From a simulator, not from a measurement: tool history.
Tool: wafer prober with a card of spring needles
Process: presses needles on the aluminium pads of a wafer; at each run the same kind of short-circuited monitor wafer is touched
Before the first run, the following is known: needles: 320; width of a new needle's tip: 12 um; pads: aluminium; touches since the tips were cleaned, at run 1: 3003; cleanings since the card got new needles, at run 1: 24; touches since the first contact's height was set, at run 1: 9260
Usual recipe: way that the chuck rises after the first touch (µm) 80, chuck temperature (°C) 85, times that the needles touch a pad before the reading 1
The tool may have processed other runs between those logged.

run	hour	way that the chuck rises after the first touch (µm)	chuck temperature (°C)	times that the needles touch a pad before the reading	touches since the tips were cleaned	cleanings since the card got new needles	touches since the first contact's height was set	resistance of one needle with its contact and lead (mohm)	way that a needle slides on the pad (µm)
1	0.0	80	85	1	3003	24	9260	158	11.08
# hour 7.9: tips cleaned on abrasive film
2	13.2	80	85	1	2193	25	14725	159	11.10
# hour 23.0: tips cleaned on abrasive film
3	23.0	80	85	1	0	26	18809	157	11.13
4	30.3	80	85	1	3019	26	21828	156	11.12
# hour 38.3: tips cleaned on abrasive film
5	38.5	80	85	1	92	27	25242	156	11.13
6	46.0	80	85	1	3222	27	28372	157	11.14
# hour 53.4: tips cleaned on abrasive film
7	54.3	80	85	1	392	28	31809	157	11.13
8	65.0	80	85	1	4833	28	36250	159	11.13
# hour 69.2: tips cleaned on abrasive film
9	76.6	80	85	1	3113	29	41084	158	11.14
10	83.8	80	85	1	6102	29	44073	158	11.17
# hour 84.9: tips cleaned on abrasive film
11	91.7	80	85	1	2844	30	47349	155	11.16
# hour 100.0: tips cleaned on abrasive film
12	101.7	80	85	1	675	31	51464	157	11.18
13	113.6	80	85	1	5659	31	56448	153	11.19
# hour 116.0: tips cleaned on abrasive film
14	122.0	100	85	1	2534	32	59942	155	13.97
# hour 131.4: tips cleaned on abrasive film
15	131.4	100	34	1	0	33	63820	149	14.01
16	145.0	95	85	1	5677	33	69497	155	13.28
# hour 147.0: tips cleaned on abrasive film
17	152.8	80	85	1	2428	34	72736	156	11.18
18	160.1	80	85	1	5458	34	75766	158	11.20
# hour 162.6: tips cleaned on abrasive film
19	166.6	80	51	3	1660	35	78432	149	11.23
20	175.8	65	30	3	5535	35	82307	147	9.14
# hour 177.7: tips cleaned on abrasive film
21	185.2	80	71	1	3144	36	86185	157	11.24
# hour 193.2: tips cleaned on abrasive film
22	193.6	92	34	1	183	37	89665	143	12.93
23	202.9	94	42	2	4041	37	93523	150	13.23
# hour 208.3: tips cleaned on abrasive film
24	212.0	70	61	3	1529	38	97282	150	9.83
# hour 224.6: tips cleaned on abrasive film
25	224.6	70	61	3	13	39	102544	150	9.87
26	235.9	66	92	2	4729	39	107260	159	9.30
# hour 240.5: tips cleaned on abrasive film
27	249.6	64	85	2	3785	40	112923	157	9.05
# hour 256.4: tips cleaned on abrasive film
28	260.8	61	61	1	1849	41	117571	155	8.62
29	268.9	86	30	1	5237	41	120959	145	12.16
# hour 271.8: tips cleaned on abrasive film
# hour 273.6: gauge calibrated
30	278.0	93	71	3	2589	42	124727	153	12.91
# hour 287.1: tips cleaned on abrasive film
31	287.5	93	71	3	179	43	128660	154	12.90
32	299.8	93	48	2	5313	43	133794	151	12.91
# hour 302.5: tips cleaned on abrasive film
33	306.0	60	95	3	1456	44	136328	161	8.33
34	313.2	71	54	2	4477	44	139349	151	9.87
# hour 318.2: tips cleaned on abrasive film
35	321.7	71	117	2	1444	45	142868	163	9.88

Hidden state at the last listed run before each entry between runs and at the first one after, where it differs:
Between runs 1 and 2: tips cleaned on abrasive film (hour 7.9)
  debris on the tips, nm: 1.9 -> 1.6; drift of the gauge itself on scrub_um, %: 0 -> 0.09
  measured value less the no-hidden-state value, way that a needle slides on the pad (µm): +0.00 -> +0.01
Between runs 2 and 3: tips cleaned on abrasive film (hour 23.0)
  debris on the tips, nm: 1.6 -> 0.3; drift of the gauge itself on scrub_um, %: 0.09 -> 0.15
  measured value less the no-hidden-state value, way that a needle slides on the pad (µm): +0.01 -> +0.02
Between runs 4 and 5: tips cleaned on abrasive film (hour 38.3)
  debris on the tips, nm: 1.9 -> 0.4; way that the needles fall short of the set height, um: 0 -> 0.01; drift of the gauge itself on scrub_um, %: 0.2 -> 0.26
  measured value less the no-hidden-state value, way that a needle slides on the pad (µm): +0.02 -> +0.03
Between runs 6 and 7: tips cleaned on abrasive film (hour 53.4)
  debris on the tips, nm: 2.1 -> 0.5; drift of the gauge itself on scrub_um, %: 0.31 -> 0.36
  measured value less the no-hidden-state value, way that a needle slides on the pad (µm): +0.04 -> +0.04
Between runs 8 and 9: tips cleaned on abrasive film (hour 69.2)
  debris on the tips, nm: 2.6 -> 2.1; drift of the gauge itself on scrub_um, %: 0.44 -> 0.51
  measured value less the no-hidden-state value, way that a needle slides on the pad (µm): +0.05 -> +0.06
Between runs 10 and 11: tips cleaned on abrasive film (hour 84.9)
  debris on the tips, nm: 3 -> 1.9; tips' diameter, um: 12.01 -> 12.02; drift of the gauge itself on scrub_um, %: 0.56 -> 0.62
  measured value less the no-hidden-state value, way that a needle slides on the pad (µm): +0.06 -> +0.07
Between runs 11 and 12: tips cleaned on abrasive film (hour 100.0)
  debris on the tips, nm: 1.9 -> 0.7; drift of the gauge itself on scrub_um, %: 0.62 -> 0.68
  measured value less the no-hidden-state value, way that a needle slides on the pad (µm): +0.07 -> +0.07
Between runs 13 and 14: tips cleaned on abrasive film (hour 116.0)
  debris on the tips, nm: 2.8 -> 1.7; drift of the gauge itself on scrub_um, %: 0.76 -> 0.82
  measured value less the no-hidden-state value, way that a needle slides on the pad (µm): +0.09 -> +0.11
Between runs 14 and 15: tips cleaned on abrasive film (hour 131.4)
  debris on the tips, nm: 1.7 -> 0.2; drift of the gauge itself on scrub_um, %: 0.82 -> 0.88
  measured value less the no-hidden-state value, way that a needle slides on the pad (µm): +0.11 -> +0.13
Between runs 16 and 17: tips cleaned on abrasive film (hour 147.0)
  debris on the tips, nm: 2.8 -> 1.5; way that the needles fall short of the set height, um: 0.01 -> 0.02; drift of the gauge itself on scrub_um, %: 0.97 -> 1.03
  measured value less the no-hidden-state value, way that a needle slides on the pad (µm): +0.12 -> +0.11
Between runs 18 and 19: tips cleaned on abrasive film (hour 162.6)
  debris on the tips, nm: 2.7 -> 1.2; drift of the gauge itself on scrub_um, %: 1.08 -> 1.12
  measured value less the no-hidden-state value, way that a needle slides on the pad (µm): +0.12 -> +0.12
Between runs 20 and 21: tips cleaned on abrasive film (hour 177.7)
  debris on the tips, nm: 2.7 -> 2; drift of the gauge itself on scrub_um, %: 1.18 -> 1.24
  measured value less the no-hidden-state value, way that a needle slides on the pad (µm): +0.11 -> +0.13
Between runs 21 and 22: tips cleaned on abrasive film (hour 193.2)
  debris on the tips, nm: 2 -> 0.4; drift of the gauge itself on scrub_um, %: 1.24 -> 1.3
  measured value less the no-hidden-state value, way that a needle slides on the pad (µm): +0.13 -> +0.16
Between runs 23 and 24: tips cleaned on abrasive film (hour 208.3)
  debris on the tips, nm: 2.3 -> 1.2; drift of the gauge itself on scrub_um, %: 1.36 -> 1.42
  measured value less the no-hidden-state value, way that a needle slides on the pad (µm): +0.18 -> +0.13
Between runs 24 and 25: tips cleaned on abrasive film (hour 224.6)
  debris on the tips, nm: 1.2 -> 0.3; drift of the gauge itself on scrub_um, %: 1.42 -> 1.51
  measured value less the no-hidden-state value, way that a needle slides on the pad (µm): +0.13 -> +0.15
Between runs 26 and 27: tips cleaned on abrasive film (hour 240.5)
  debris on the tips, nm: 2.5 -> 2.3; way that the needles fall short of the set height, um: 0.02 -> 0.03; drift of the gauge itself on scrub_um, %: 1.58 -> 1.68
  measured value less the no-hidden-state value, way that a needle slides on the pad (µm): +0.14 -> +0.15
Between runs 27 and 28: tips cleaned on abrasive film (hour 256.4)
  debris on the tips, nm: 2.3 -> 1.4; drift of the gauge itself on scrub_um, %: 1.68 -> 1.75
  measured value less the no-hidden-state value, way that a needle slides on the pad (µm): +0.15 -> +0.15
Between runs 29 and 30: tips cleaned on abrasive film (hour 271.8); gauge calibrated (hour 273.6)
  debris on the tips, nm: 2.7 -> 1.7; drift of the gauge itself on scrub_um, %: 1.81 -> 0.03
  measured value less the no-hidden-state value, way that a needle slides on the pad (µm): +0.22 -> -0.01
Between runs 30 and 31: tips cleaned on abrasive film (hour 287.1)
  debris on the tips, nm: 1.7 -> 0.3; drift of the gauge itself on scrub_um, %: 0.03 -> 0.09
  measured value less the no-hidden-state value, way that a needle slides on the pad (µm): -0.01 -> +0.01
Between runs 32 and 33: tips cleaned on abrasive film (hour 302.5)
  debris on the tips, nm: 2.7 -> 1.1; drift of the gauge itself on scrub_um, %: 0.18 -> 0.22
  measured value less the no-hidden-state value, way that a needle slides on the pad (µm): +0.02 -> +0.01
Between runs 34 and 35: tips cleaned on abrasive film (hour 318.2)
  debris on the tips, nm: 2.4 -> 1.1; drift of the gauge itself on scrub_um, %: 0.27 -> 0.32
  measured value less the no-hidden-state value, way that a needle slides on the pad (µm): +0.02 -> +0.03

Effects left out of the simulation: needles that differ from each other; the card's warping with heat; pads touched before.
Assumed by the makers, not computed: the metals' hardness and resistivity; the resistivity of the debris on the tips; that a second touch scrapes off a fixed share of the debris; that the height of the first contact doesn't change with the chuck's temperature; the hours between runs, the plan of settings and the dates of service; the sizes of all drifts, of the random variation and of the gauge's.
